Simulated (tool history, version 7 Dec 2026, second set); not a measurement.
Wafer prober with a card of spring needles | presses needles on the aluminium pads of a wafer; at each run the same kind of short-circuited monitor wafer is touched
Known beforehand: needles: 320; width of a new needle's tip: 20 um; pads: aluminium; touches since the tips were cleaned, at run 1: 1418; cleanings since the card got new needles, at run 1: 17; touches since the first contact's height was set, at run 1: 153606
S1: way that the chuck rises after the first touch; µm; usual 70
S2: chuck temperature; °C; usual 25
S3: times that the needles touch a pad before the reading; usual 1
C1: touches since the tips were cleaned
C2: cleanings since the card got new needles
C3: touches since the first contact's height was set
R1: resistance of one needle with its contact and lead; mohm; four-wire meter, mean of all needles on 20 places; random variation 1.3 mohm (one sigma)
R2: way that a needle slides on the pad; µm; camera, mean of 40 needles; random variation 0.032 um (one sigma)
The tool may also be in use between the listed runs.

run	hour	S1	S2	S3	C1	C2	C3	R1	R2
1	0	70	25	1	1418	17	153606	144	14.06
# hour 12.1: tips cleaned on abrasive film
2	16.5	70	25	1	2439	18	162759	164	14.03
# hour 26.6: tips cleaned on abrasive film
3	29.7	70	25	3	1694	19	170046	122	14.05
# hour 40.6: tips cleaned on abrasive film
4	43	70	25	1	1322	20	177425	150	14.07
# hour 55.1: tips cleaned on abrasive film
5	61.1	70	25	1	3353	21	187489	182	14
# hour 69.5: tips cleaned on abrasive film
6	72.9	87	25	1	1875	22	193975	139	17.44
# hour 83.3: tips cleaned on abrasive film
7	83.3	87	25	1	0	23	199763	115	17.47
# hour 87.1: height of the first contact set anew
# hour 98.4: tips cleaned on abrasive film
8	98.4	87	25	1	0	24	6280	108	17.84
9	107.8	60	25	1	5220	24	11500	234	12.29
# hour 112.9: tips cleaned on abrasive film
10	121.4	60	25	1	4764	25	19066	228	12.25
# hour 127.4: tips cleaned on abrasive film
11	132.3	62	25	1	2763	26	25080	199	12.68
# hour 142.6: tips cleaned on abrasive film
12	147.1	70	25	1	2549	27	33301	166	14.3
# hour 156.9: tips cleaned on abrasive film
13	164.9	70	25	1	4484	28	43166	197	14.18
# hour 170.7: tips cleaned on abrasive film
14	180.5	70	25	1	5416	29	51773	208	14.22
# hour 185.7: tips cleaned on abrasive film
15	196.3	70	25	1	5930	30	60551	210	14.26
# hour 199.9: tips cleaned on abrasive film
16	213	55	25	1	7338	31	69836	289	11.17
# hour 214.1: tips cleaned on abrasive film
17	226.8	55	25	1	7126	32	77475	295	11.14
# hour 228.6: tips cleaned on abrasive film
18	238	68	49	1	5245	33	83639	211	13.81
# hour 243.3: tips cleaned on abrasive film
19	252.8	68	49	1	5288	34	91847	210	13.73
# hour 257.6: tips cleaned on abrasive film
20	263	70	34	1	2987	35	97470	174	14.18
# hour 271.4: tips cleaned on abrasive film
21	281.4	54	80	1	5562	36	107671	268	10.84
# hour 285.4: tips cleaned on abrasive film
22	290	59	26	2	2583	37	112467	162	11.88
# hour 299.3: tips cleaned on abrasive film
23	303.6	70	72	2	2367	38	119951	148	14.07
# hour 313.4: tips cleaned on abrasive film
24	319.7	70	72	2	3512	39	128901	156	14.12
# hour 328.7: tips cleaned on abrasive film
25	335.4	70	86	2	3767	40	137620	164	14.08
# hour 343.5: tips cleaned on abrasive film
26	351.5	60	118	1	4455	41	146521	226	11.94
# hour 357.6: tips cleaned on abrasive film
27	362.3	60	118	1	2583	42	152482	193	11.98
# hour 372.2: tips cleaned on abrasive film
28	374.5	58	25	1	1294	43	159239	166	11.53
# hour 386: tips cleaned on abrasive film
29	386	70	47	1	0	44	165590	116	13.99
# hour 400.6: tips cleaned on abrasive film
30	401.3	70	80	3	370	45	174094	123	13.93
# hour 415.8: tips cleaned on abrasive film
31	416.2	70	80	3	255	46	182363	120	13.98
32	424	74	100	2	4588	46	186696	166	14.71

Describe how what the log doesn't record of the tool's condition differs between the last listed run preceding each entry between runs and the first listed run following it.
Logged between run 1 and run 2: tips cleaned on abrasive film (hour 12.1)
  debris on the tips, nm: 48.9 -> 71.4; way that the needles fall short of the set height, um: 1.32 -> 1.42; tips' diameter, um: 20.46 -> 20.5
  difference, measured minus the result without the unlogged condition, R1: +40 -> +59 mohm; R2: -0.27 -> -0.29 µm
Logged between run 2 and run 3: tips cleaned on abrasive film (hour 26.6)
  debris on the tips, nm: 71.4 -> 52.7; way that the needles fall short of the set height, um: 1.42 -> 1.51; tips' diameter, um: 20.5 -> 20.53
  difference, measured minus the result without the unlogged condition, R1: +59 -> +16 mohm; R2: -0.29 -> -0.31 µm
Logged between run 3 and run 4: tips cleaned on abrasive film (hour 40.6)
  debris on the tips, nm: 52.7 -> 55.2; way that the needles fall short of the set height, um: 1.51 -> 1.6; tips' diameter, um: 20.53 -> 20.56
  difference, measured minus the result without the unlogged condition, R1: +16 -> +46 mohm; R2: -0.31 -> -0.33 µm
Logged between run 4 and run 5: tips cleaned on abrasive film (hour 55.1)
  debris on the tips, nm: 55.2 -> 94.2; way that the needles fall short of the set height, um: 1.6 -> 1.7; tips' diameter, um: 20.56 -> 20.6
  difference, measured minus the result without the unlogged condition, R1: +46 -> +79 mohm; R2: -0.33 -> -0.35 µm
Logged between run 5 and run 6: tips cleaned on abrasive film (hour 69.5)
  debris on the tips, nm: 94.2 -> 63.5; way that the needles fall short of the set height, um: 1.7 -> 1.77; tips' diameter, um: 20.6 -> 20.62
  difference, measured minus the result without the unlogged condition, R1: +79 -> +36 mohm; R2: -0.35 -> -0.36 µm
Logged between run 6 and run 7: tips cleaned on abrasive film (hour 83.3)
  debris on the tips, nm: 63.5 -> 16.8; way that the needles fall short of the set height, um: 1.77 -> 1.84; tips' diameter, um: 20.62 -> 20.64
  difference, measured minus the result without the unlogged condition, R1: +36 -> +10 mohm; R2: -0.36 -> -0.37 µm
Logged between run 7 and run 8: height of the first contact set anew (hour 87.1); tips cleaned on abrasive film (hour 98.4)
  debris on the tips, nm: 16.8 -> 11.3; way that the needles fall short of the set height, um: 1.84 -> 0.1; tips' diameter, um: 20.64 -> 20.68
  difference, measured minus the result without the unlogged condition, R1: +10 -> +7 mohm; R2: -0.37 -> -0.02 µm
Logged between run 9 and run 10: tips cleaned on abrasive film (hour 112.9)
  debris on the tips, nm: 116.2 -> 108.9; way that the needles fall short of the set height, um: 0.1 -> 0.2; tips' diameter, um: 20.68 -> 20.71
  difference, measured minus the result without the unlogged condition, R1: +126 -> +120 mohm; R2: -0.02 -> -0.04 µm
Logged between run 10 and run 11: tips cleaned on abrasive film (hour 127.4)
  debris on the tips, nm: 108.9 -> 88.3; way that the needles fall short of the set height, um: 0.2 -> 0.27; tips' diameter, um: 20.71 -> 20.74
  difference, measured minus the result without the unlogged condition, R1: +120 -> +92 mohm; R2: -0.04 -> -0.06 µm
Logged between run 11 and run 12: tips cleaned on abrasive film (hour 142.6)
  debris on the tips, nm: 88.3 -> 77.7; way that the needles fall short of the set height, um: 0.27 -> 0.37; tips' diameter, um: 20.74 -> 20.77
  difference, measured minus the result without the unlogged condition, R1: +92 -> +63 mohm; R2: -0.06 -> -0.08 µm
Logged between run 12 and run 13: tips cleaned on abrasive film (hour 156.9)
  debris on the tips, nm: 77.7 -> 111.3; way that the needles fall short of the set height, um: 0.37 -> 0.45; tips' diameter, um: 20.77 -> 20.8
  difference, measured minus the result without the unlogged condition, R1: +63 -> +92 mohm; R2: -0.08 -> -0.09 µm
Logged between run 13 and run 14: tips cleaned on abrasive film (hour 170.7)
  debris on the tips, nm: 111.3 -> 123.9; way that the needles fall short of the set height, um: 0.45 -> 0.53; tips' diameter, um: 20.8 -> 20.83
  difference, measured minus the result without the unlogged condition, R1: +92 -> +104 mohm; R2: -0.09 -> -0.11 µm
Logged between run 14 and run 15: tips cleaned on abrasive film (hour 185.7)
  debris on the tips, nm: 123.9 -> 131.2; way that the needles fall short of the set height, um: 0.53 -> 0.59; tips' diameter, um: 20.83 -> 20.85
  difference, measured minus the result without the unlogged condition, R1: +104 -> +107 mohm; R2: -0.11 -> -0.12 µm
Logged between run 15 and run 16: tips cleaned on abrasive film (hour 199.9)
  debris on the tips, nm: 131.2 -> 138.6; way that the needles fall short of the set height, um: 0.59 -> 0.67; tips' diameter, um: 20.85 -> 20.88
  difference, measured minus the result without the unlogged condition, R1: +107 -> +181 mohm; R2: -0.12 -> -0.14 µm
Logged between run 16 and run 17: tips cleaned on abrasive film (hour 214.1)
  debris on the tips, nm: 138.6 -> 143.1; way that the needles fall short of the set height, um: 0.67 -> 0.74; tips' diameter, um: 20.88 -> 20.9
  difference, measured minus the result without the unlogged condition, R1: +181 -> +188 mohm; R2: -0.14 -> -0.15 µm
Logged between run 17 and run 18: tips cleaned on abrasive film (hour 228.6)
  debris on the tips, nm: 143.1 -> 120.3; way that the needles fall short of the set height, um: 0.74 -> 0.84; tips' diameter, um: 20.9 -> 20.94
  difference, measured minus the result without the unlogged condition, R1: +188 -> +103 mohm; R2: -0.15 -> -0.17 µm
Logged between run 18 and run 19: tips cleaned on abrasive film (hour 243.3)
  debris on the tips, nm: 120.3 -> 115; way that the needles fall short of the set height, um: 0.84 -> 0.9; tips' diameter, um: 20.94 -> 20.96
  difference, measured minus the result without the unlogged condition, R1: +103 -> +101 mohm; R2: -0.17 -> -0.19 µm
Logged between run 19 and run 20: tips cleaned on abrasive film (hour 257.6)
  debris on the tips, nm: 115 -> 83.7; way that the needles fall short of the set height, um: 0.9 -> 0.96; tips' diameter, um: 20.96 -> 20.98
  difference, measured minus the result without the unlogged condition, R1: +101 -> +70 mohm; R2: -0.19 -> -0.2 µm
Logged between run 20 and run 21: tips cleaned on abrasive film (hour 271.4)
  debris on the tips, nm: 83.7 -> 120.3; way that the needles fall short of the set height, um: 0.96 -> 1.06; tips' diameter, um: 20.98 -> 21.01
  difference, measured minus the result without the unlogged condition, R1: +70 -> +153 mohm; R2: -0.2 -> -0.22 µm
Logged between run 21 and run 22: tips cleaned on abrasive film (hour 285.4)
  debris on the tips, nm: 120.3 -> 75.2; way that the needles fall short of the set height, um: 1.06 -> 1.13; tips' diameter, um: 21.01 -> 21.04
  difference, measured minus the result without the unlogged condition, R1: +153 -> +54 mohm; R2: -0.22 -> -0.23 µm
Logged between run 22 and run 23: tips cleaned on abrasive film (hour 299.3)
  debris on the tips, nm: 75.2 -> 80.2; way that the needles fall short of the set height, um: 1.13 -> 1.21; tips' diameter, um: 21.04 -> 21.06
  difference, measured minus the result without the unlogged condition, R1: +54 -> +39 mohm; R2: -0.23 -> -0.25 µm
Logged between run 23 and run 24: tips cleaned on abrasive film (hour 313.4)
  debris on the tips, nm: 80.2 -> 96.3; way that the needles fall short of the set height, um: 1.21 -> 1.31; tips' diameter, um: 21.06 -> 21.1
  difference, measured minus the result without the unlogged condition, R1: +39 -> +47 mohm; R2: -0.25 -> -0.26 µm
Logged between run 24 and run 25: tips cleaned on abrasive film (hour 328.7)
  debris on the tips, nm: 96.3 -> 101.2; way that the needles fall short of the set height, um: 1.31 -> 1.39; tips' diameter, um: 21.1 -> 21.13
  difference, measured minus the result without the unlogged condition, R1: +47 -> +49 mohm; R2: -0.26 -> -0.29 µm
Logged between run 25 and run 26: tips cleaned on abrasive film (hour 343.5)
  debris on the tips, nm: 101.2 -> 108.2; way that the needles fall short of the set height, um: 1.39 -> 1.49; tips' diameter, um: 21.13 -> 21.16
  difference, measured minus the result without the unlogged condition, R1: +49 -> +108 mohm; R2: -0.29 -> -0.31 µm
Logged between run 26 and run 27: tips cleaned on abrasive film (hour 357.6)
  debris on the tips, nm: 108.2 -> 75.8; way that the needles fall short of the set height, um: 1.49 -> 1.55; tips' diameter, um: 21.16 -> 21.19
  difference, measured minus the result without the unlogged condition, R1: +108 -> +76 mohm; R2: -0.31 -> -0.32 µm
Logged between run 27 and run 28: tips cleaned on abrasive film (hour 372.2)
  debris on the tips, nm: 75.8 -> 48.4; way that the needles fall short of the set height, um: 1.55 -> 1.64; tips' diameter, um: 21.19 -> 21.22
  difference, measured minus the result without the unlogged condition, R1: +76 -> +61 mohm; R2: -0.32 -> -0.34 µm
Logged between run 28 and run 29: tips cleaned on abrasive film (hour 386)
  debris on the tips, nm: 48.4 -> 9; way that the needles fall short of the set height, um: 1.64 -> 1.73; tips' diameter, um: 21.22 -> 21.25
  difference, measured minus the result without the unlogged condition, R1: +61 -> +9 mohm; R2: -0.34 -> -0.35 µm
Logged between run 29 and run 30: tips cleaned on abrasive film (hour 400.6)
  debris on the tips, nm: 9 -> 29.2; way that the needles fall short of the set height, um: 1.73 -> 1.82; tips' diameter, um: 21.25 -> 21.28
  difference, measured minus the result without the unlogged condition, R1: +9 -> +10 mohm; R2: -0.35 -> -0.37 µm
Logged between run 30 and run 31: tips cleaned on abrasive film (hour 415.8)
  debris on the tips, nm: 29.2 -> 24.2; way that the needles fall short of the set height, um: 1.82 -> 1.91; tips' diameter, um: 21.28 -> 21.31
  difference, measured minus the result without the unlogged condition, R1: +10 -> +8 mohm; R2: -0.37 -> -0.39 µm

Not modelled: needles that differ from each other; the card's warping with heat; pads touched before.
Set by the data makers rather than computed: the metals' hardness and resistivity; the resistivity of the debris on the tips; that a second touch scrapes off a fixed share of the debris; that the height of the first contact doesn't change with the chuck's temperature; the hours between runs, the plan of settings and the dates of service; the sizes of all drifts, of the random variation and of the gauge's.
